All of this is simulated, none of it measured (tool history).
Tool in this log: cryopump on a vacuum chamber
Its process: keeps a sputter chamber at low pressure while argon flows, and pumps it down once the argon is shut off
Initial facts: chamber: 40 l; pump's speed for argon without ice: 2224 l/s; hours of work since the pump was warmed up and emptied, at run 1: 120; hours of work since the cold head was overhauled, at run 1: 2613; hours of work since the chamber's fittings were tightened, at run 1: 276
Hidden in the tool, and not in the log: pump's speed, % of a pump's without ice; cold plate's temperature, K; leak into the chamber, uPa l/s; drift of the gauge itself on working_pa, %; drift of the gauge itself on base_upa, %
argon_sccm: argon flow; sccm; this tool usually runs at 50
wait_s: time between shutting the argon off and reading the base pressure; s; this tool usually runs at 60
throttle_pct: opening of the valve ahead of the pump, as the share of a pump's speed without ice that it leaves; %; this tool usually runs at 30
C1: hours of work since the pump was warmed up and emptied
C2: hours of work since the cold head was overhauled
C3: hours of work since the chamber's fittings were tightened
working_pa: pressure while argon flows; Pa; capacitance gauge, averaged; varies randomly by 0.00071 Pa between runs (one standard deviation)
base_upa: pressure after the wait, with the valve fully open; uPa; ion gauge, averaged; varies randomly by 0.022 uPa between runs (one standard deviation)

run 1 hour=0.0 | argon_sccm=50 wait_s=60 throttle_pct=30 | C1=120 C2=2613 C3=276 | working_pa=0.1333 base_upa=0.73
run 2 hour=58.5 | argon_sccm=50 wait_s=60 throttle_pct=30 | C1=152 C2=2645 C3=308 | working_pa=0.1353 base_upa=0.81
run 3 hour=176.1 | argon_sccm=50 wait_s=60 throttle_pct=30 | C1=216 C2=2710 C3=372 | working_pa=0.1379 base_upa=0.90
run 4 hour=235.7 | argon_sccm=26 wait_s=60 throttle_pct=30 | C1=249 C2=2742 C3=405 | working_pa=0.0723 base_upa=0.96
run 5 hour=313.5 | argon_sccm=26 wait_s=32 throttle_pct=30 | C1=291 C2=2785 C3=448 | working_pa=0.0733 base_upa=1.35
-- hour=360.2 pump warmed up, emptied and cooled again
run 6 hour=442.6 | argon_sccm=26 wait_s=32 throttle_pct=30 | C1=45 C2=2853 C3=516 | working_pa=0.0673 base_upa=1.25
run 7 hour=523.4 | argon_sccm=26 wait_s=32 throttle_pct=30 | C1=89 C2=2897 C3=560 | working_pa=0.0683 base_upa=1.30
run 8 hour=583.0 | argon_sccm=26 wait_s=32 throttle_pct=30 | C1=122 C2=2930 C3=592 | working_pa=0.0686 base_upa=1.29
run 9 hour=683.8 | argon_sccm=26 wait_s=32 throttle_pct=30 | C1=177 C2=2985 C3=648 | working_pa=0.0701 base_upa=1.36
run 10 hour=753.1 | argon_sccm=41 wait_s=32 throttle_pct=30 | C1=215 C2=3023 C3=685 | working_pa=0.1136 base_upa=1.60
run 11 hour=826.6 | argon_sccm=33 wait_s=60 throttle_pct=30 | C1=255 C2=3063 C3=726 | working_pa=0.0922 base_upa=1.21
run 12 hour=881.0 | argon_sccm=33 wait_s=60 throttle_pct=30 | C1=285 C2=3093 C3=755 | working_pa=0.0939 base_upa=1.24
-- hour=945.2 pump warmed up, emptied and cooled again
run 13 hour=956.2 | argon_sccm=31 wait_s=60 throttle_pct=30 | C1=6 C2=3131 C3=794 | working_pa=0.0790 base_upa=1.09
run 14 hour=1016.1 | argon_sccm=31 wait_s=60 throttle_pct=30 | C1=39 C2=3164 C3=827 | working_pa=0.0810 base_upa=1.11
run 15 hour=1080.3 | argon_sccm=73 wait_s=60 throttle_pct=30 | C1=74 C2=3199 C3=862 | working_pa=0.1898 base_upa=1.16
run 16 hour=1153.2 | argon_sccm=73 wait_s=24 throttle_pct=30 | C1=114 C2=3239 C3=902 | working_pa=0.1943 base_upa=1.81
run 17 hour=1255.5 | argon_sccm=73 wait_s=24 throttle_pct=30 | C1=170 C2=3295 C3=958 | working_pa=0.1976 base_upa=1.91
run 18 hour=1382.8 | argon_sccm=64 wait_s=171 throttle_pct=35 | C1=240 C2=3365 C3=1027 | working_pa=0.1582 base_upa=1.17
run 19 hour=1499.1 | argon_sccm=49 wait_s=138 throttle_pct=30 | C1=303 C2=3428 C3=1091 | working_pa=0.1416 base_upa=1.38
-- hour=1522.5 pump warmed up, emptied and cooled again
run 20 hour=1604.5 | argon_sccm=49 wait_s=138 throttle_pct=30 | C1=45 C2=3483 C3=1146 | working_pa=0.1279 base_upa=1.13
run 21 hour=1725.0 | argon_sccm=49 wait_s=138 throttle_pct=30 | C1=111 C2=3549 C3=1212 | working_pa=0.1296 base_upa=1.18
run 22 hour=1780.3 | argon_sccm=50 wait_s=208 throttle_pct=34 | C1=141 C2=3580 C3=1242 | working_pa=0.1185 base_upa=1.20
run 23 hour=1841.4 | argon_sccm=50 wait_s=208 throttle_pct=34 | C1=175 C2=3613 C3=1276 | working_pa=0.1214 base_upa=1.33
run 24 hour=1949.7 | argon_sccm=81 wait_s=60 throttle_pct=43 | C1=234 C2=3672 C3=1335 | working_pa=0.1634 base_upa=1.67
run 25 hour=2038.1 | argon_sccm=81 wait_s=60 throttle_pct=43 | C1=282 C2=3721 C3=1383 | working_pa=0.1678 base_upa=1.81
-- hour=2102.7 pump warmed up, emptied and cooled again
run 26 hour=2152.1 | argon_sccm=81 wait_s=60 throttle_pct=43 | C1=27 C2=3780 C3=1443 | working_pa=0.1467 base_upa=1.50
run 27 hour=2249.6 | argon_sccm=81 wait_s=60 throttle_pct=43 | C1=80 C2=3834 C3=1496 | working_pa=0.1520 base_upa=1.61
run 28 hour=2331.5 | argon_sccm=21 wait_s=21 throttle_pct=30 | C1=125 C2=3878 C3=1541 | working_pa=0.0558 base_upa=2.41
run 29 hour=2390.0 | argon_sccm=40 wait_s=32 throttle_pct=30 | C1=157 C2=3911 C3=1573 | working_pa=0.1077 base_upa=2.13
run 30 hour=2515.4 | argon_sccm=90 wait_s=140 throttle_pct=30 | C1=226 C2=3979 C3=1642 | working_pa=0.2507 base_upa=1.78
-- hour=2544.2 leaking fittings of the chamber tightened, without venting
run 31 hour=2643.8 | argon_sccm=50 wait_s=60 throttle_pct=51 | C1=295 C2=4048 C3=54 | working_pa=0.0921 base_upa=0.63
-- hour=2682.7 pump warmed up, emptied and cooled again
run 32 hour=2733.3 | argon_sccm=50 wait_s=60 throttle_pct=51 | C1=28 C2=4095 C3=101 | working_pa=0.0770 base_upa=0.63
run 33 hour=2818.1 | argon_sccm=50 wait_s=60 throttle_pct=51 | C1=74 C2=4141 C3=147 | working_pa=0.0786 base_upa=0.64

How would selected steps in working_pa from run to run divide? Give the signed amount a tool lacking its hidden state would still show from settings, what came in and random variation, and the signed amount left for the hidden state, including any gauge scatter that is not in both of the compared results.
Run 14 -> 15: argon_sccm 31 -> 73. working_pa +0.1088 Pa: hidden state +0.0045, all else +0.1043.
Run 19 -> 20: pump warmed up, emptied and cooled again. working_pa -0.0137 Pa: hidden state -0.0148, all else +0.0011.
Run 25 -> 26: pump warmed up, emptied and cooled again. working_pa -0.0211 Pa: hidden state -0.0215, all else +0.0004.
Run 29 -> 30: argon_sccm 40 -> 90, wait_s 32 -> 140. working_pa +0.1430 Pa: hidden state +0.0160, all else +0.1270.
Run 30 -> 31: argon_sccm 90 -> 50, wait_s 140 -> 60, throttle_pct 30 -> 51, leaking fittings of the chamber tightened, without venting. working_pa -0.1586 Pa: hidden state -0.0054, all else -0.1532.

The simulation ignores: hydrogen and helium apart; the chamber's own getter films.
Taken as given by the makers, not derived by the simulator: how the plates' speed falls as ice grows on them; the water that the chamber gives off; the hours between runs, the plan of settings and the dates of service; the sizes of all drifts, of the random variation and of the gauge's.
